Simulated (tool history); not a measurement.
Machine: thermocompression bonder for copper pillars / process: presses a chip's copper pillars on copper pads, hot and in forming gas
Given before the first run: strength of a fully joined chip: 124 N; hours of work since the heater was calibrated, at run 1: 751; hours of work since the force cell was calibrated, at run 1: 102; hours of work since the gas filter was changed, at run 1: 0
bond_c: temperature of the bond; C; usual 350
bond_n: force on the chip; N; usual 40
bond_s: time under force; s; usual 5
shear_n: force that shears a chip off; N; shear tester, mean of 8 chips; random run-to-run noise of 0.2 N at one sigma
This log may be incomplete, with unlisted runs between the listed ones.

run   hour  bond_c  bond_n  bond_s  hours of work since the heater was calibrated  hours of work since the force cell was calibrated  hours of work since the gas filter was changed  shear_n
  1    0.0     350      40       5                                            751                                                102                                               0     73.1
  2   33.3     350      32       5                                            768                                                120                                              18     66.7
  3   65.5     350      32       5                                            785                                                137                                              35     66.1
  4   95.2     350      32       5                                            801                                                152                                              50     66.0
  5  114.1     350      40       5                                            811                                                162                                              60     71.8
  6  142.4     345      40       5                                            826                                                177                                              75     69.4
  7  173.1     345      40       5                                            842                                                193                                              91     69.3
  8  207.2     345      40       5                                            860                                                211                                             109     69.1
  9  228.6     345      40       5                                            871                                                223                                             120     69.2
 10  256.7     350      40       5                                            886                                                237                                             135     70.9
 11  282.9     350      40       5                                            899                                                251                                             149     71.2
 12  316.6     350      40       5                                            917                                                269                                             167     70.5
 13  338.0     350      40       5                                            929                                                280                                             178     70.5
 14  366.7     350      40       5                                            944                                                295                                             193     70.3
 15  385.5     350      40       5                                            954                                                305                                             203     69.9
     401.5  -- forming gas filter changed
 16  414.3     379      40       5                                            968                                                320                                               7     84.7
     418.1  -- force cell calibrated
 17  448.5     379      40       5                                            986                                                 16                                              24     84.8
 18  479.5     342      40       5                                           1002                                                 32                                              40     68.4
 19  498.6     350      40       5                                           1012                                                 42                                              50     71.6
 20  529.9     350      40       5                                           1029                                                 59                                              67     71.7
 21  551.5     350      40       5                                           1040                                                 70                                              78     71.7
 22  576.5     374      28       5                                           1053                                                 83                                              91     71.7
 23  603.7     367      58       3                                           1067                                                 98                                             106     77.0
 24  618.7     367      58       3                                           1075                                                106                                             114     77.6
     628.9  -- force cell calibrated, once more
 25  648.5     350      48       5                                           1090                                                 10                                             128     75.2
 26  665.7     350      48       9                                           1099                                                 19                                             138     88.0
 27  692.3     351      41       3                                           1113                                                 33                                             152     60.5
 28  720.2     338      41       4                                           1128                                                 48                                             166     60.9
 29  745.0     338      41       4                                           1141                                                 61                                             179     60.6
 30  766.8     338      41       4                                           1152                                                 73                                             191     60.4
 31  795.3     338      41       4                                           1167                                                 88                                             206     60.4
     806.7  -- forming gas filter changed
 32  813.1     345      47       9                                           1177                                                 97                                               3     87.8
 33  828.9     350      29       4                                           1185                                                105                                              12     58.5
 34  844.3     350      27       4                                           1193                                                113                                              20     56.5
     866.2  -- heater calibrated with a thermocouple chip
 35  879.7     351      27       6                                              7                                                131                                              37     66.8
 36  894.4     354      33      13                                             15                                                138                                              45     90.9
 37  911.5     363      33       8                                             24                                                147                                              54     83.3
 38  929.3     350      35      14                                             33                                                157                                              64     92.4
 39  958.2     350      36      10                                             48                                                172                                              79     85.3
 40  980.7     355      39       5                                             60                                                184                                              91     73.7

Branching from run 40: 3 alternative next runs. What would each branch give?
  A  999.5     334      47       5                                             70                                                194                                             100        ?
  B  999.5     333      39      11                                             70                                                194                                             100        ?
  C  999.5     329      53       9                                             70                                                194                                             100        ?

run  shear_n
  A     69.5
  B     81.2
  C     83.4
Take away the tool's hidden state, keep each run's random variation, and the runs would have read:
run  shear_n
  A     71.1
  B     82.9
  C     85.2
